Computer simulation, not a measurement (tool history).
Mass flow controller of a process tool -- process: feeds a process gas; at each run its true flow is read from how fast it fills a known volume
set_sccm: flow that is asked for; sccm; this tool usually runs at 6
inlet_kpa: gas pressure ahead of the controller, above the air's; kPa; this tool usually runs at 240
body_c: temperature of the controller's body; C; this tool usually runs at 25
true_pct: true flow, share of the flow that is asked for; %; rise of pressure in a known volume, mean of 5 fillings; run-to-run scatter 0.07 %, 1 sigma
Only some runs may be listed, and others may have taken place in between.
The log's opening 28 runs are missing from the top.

run    hour  set_sccm  inlet_kpa  body_c  hours of work since the controller was set to zero  hours of work since the controller was changed  true_pct
 29  1996.6         7        163      29                                                3088                                            3088    101.10
 30  2057.4         2        213      23                                                3123                                            3123    103.77
 31  2106.8         3        222      25                                                3152                                            3152    102.57
 32  2185.1        11        147      37                                                3197                                            3197    101.89
 33  2257.0         3        160      32                                                3239                                            3239    103.17
 34  2314.1        19        141      28                                                3272                                            3272    101.38
 35  2356.5         6        178      31                                                3297                                            3297    101.71
 36  2412.3         6        183      31                                                3329                                            3329    101.74
 37  2461.3         6        183      31                                                3358                                            3358    101.75
 38  2551.8         6        185      26                                                3410                                            3410    101.32
 39  2628.0        17        185      26                                                3455                                            3455    101.24
 40  2733.2         4        161      23                                                3516                                            3516    101.69
 41  2817.4        18        141      25                                                3565                                            3565    100.89
 42  2917.3        18        141      25                                                3623                                            3623    101.02
 43  3011.9         6        240      33                                                3677                                            3677    102.36
 44  3089.8         6        240      33                                                3723                                            3723    102.24
 45  3161.4        12        205      24                                                3764                                            3764    100.92
 46  3211.2         7        208      24                                                3793                                            3793    101.07
 47  3284.7         8        143      22                                                3836                                            3836    100.50

Consider 5 possible next runs. They are alternatives, not a sequence: every one starts from the tool as it was left by run 47. What does each give?
  A  3371.2         2        240      31                                                3886                                            3886         ?
  B  3371.2         8        279      34                                                3886                                            3886         ?
  C  3371.2         8        181      34                                                3886                                            3886         ?
  D  3371.2         3        185      30                                                3886                                            3886         ?
  E  3371.2        15        234      27                                                3886                                            3886         ?

run  true_pct
  A    105.98
  B    102.28
  C    102.03
  D    103.81
  E    101.42
Stripped of hidden state, with their random variation kept, the same runs would have yielded:
run  true_pct
  A     98.81
  B     99.84
  C     99.58
  D     98.74
  E     99.71
